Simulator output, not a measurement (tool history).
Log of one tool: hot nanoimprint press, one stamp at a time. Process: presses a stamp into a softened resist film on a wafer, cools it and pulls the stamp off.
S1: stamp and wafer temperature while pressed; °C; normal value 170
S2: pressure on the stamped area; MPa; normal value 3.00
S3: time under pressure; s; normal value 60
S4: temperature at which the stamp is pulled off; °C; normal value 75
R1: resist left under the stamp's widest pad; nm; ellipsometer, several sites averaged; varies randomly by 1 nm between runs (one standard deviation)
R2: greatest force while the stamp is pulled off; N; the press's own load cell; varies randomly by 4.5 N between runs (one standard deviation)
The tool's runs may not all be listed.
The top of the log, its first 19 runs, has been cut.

Run 20, hour 146.5: usual settings but S1 162 °C, S2 3.41 MPa, S3 38 s, S4 77 °C. Result: R1 230.7 nm, R2 208 N.
Run 21, hour 150.9: usual settings but S1 159 °C, S2 3.41 MPa, S3 34 s. Result: R1 265.5 nm, R2 221 N.
Run 22, hour 158.5: usual settings but S2 4.24 MPa, S3 38 s, S4 74 °C. Result: R1 156.1 nm, R2 225 N.
Run 23, hour 164.9: usual settings but S2 3.12 MPa, S3 38 s. Result: R1 183.3 nm, R2 223 N.
Run 24, hour 173.0: usual settings but S1 182 °C, S3 41 s. Result: R1 121.6 nm, R2 221 N.
Run 25, hour 179.9: usual settings but S1 178 °C, S3 44 s. Result: R1 133.7 nm, R2 223 N.
Run 26, hour 186.8: usual settings but S1 178 °C, S3 44 s. Result: R1 135.3 nm, R2 217 N.
Run 27, hour 191.1: usual settings but S1 178 °C, S3 44 s. Result: R1 136.0 nm, R2 218 N.
Run 28, hour 196.2: usual settings but S1 164 °C, S2 2.70 MPa, S3 70 s, S4 80 °C. Result: R1 198.7 nm, R2 205 N.
Run 29, hour 200.8: usual settings but S1 160 °C, S2 2.70 MPa, S3 70 s, S4 80 °C. Result: R1 231.5 nm, R2 211 N.
Run 30, hour 209.4: usual settings but S1 160 °C, S2 2.70 MPa, S3 70 s, S4 80 °C. Result: R1 232.0 nm, R2 211 N.

What if the next run were any one of these 3? Each begins from the tool's condition after run 30:
Run A, hour 216.3: usual settings but S1 162 °C, S3 52 s. Result: R1 ?, R2 ?.
Run B, hour 216.3: usual settings but S1 159 °C, S3 74 s, S4 76 °C. Result: R1 ?, R2 ?.
Run C, hour 216.3: usual settings but S2 3.34 MPa, S3 59 s. Result: R1 ?, R2 ?.

run     R1   R2
  A  224.0  220
  B  224.4  211
  C  150.4  221
The same runs, with their run-to-run variation unchanged, on a tool lacking any hidden condition would have given:
run     R1   R2
  A  223.8  219
  B  224.2  210
  C  150.3  220

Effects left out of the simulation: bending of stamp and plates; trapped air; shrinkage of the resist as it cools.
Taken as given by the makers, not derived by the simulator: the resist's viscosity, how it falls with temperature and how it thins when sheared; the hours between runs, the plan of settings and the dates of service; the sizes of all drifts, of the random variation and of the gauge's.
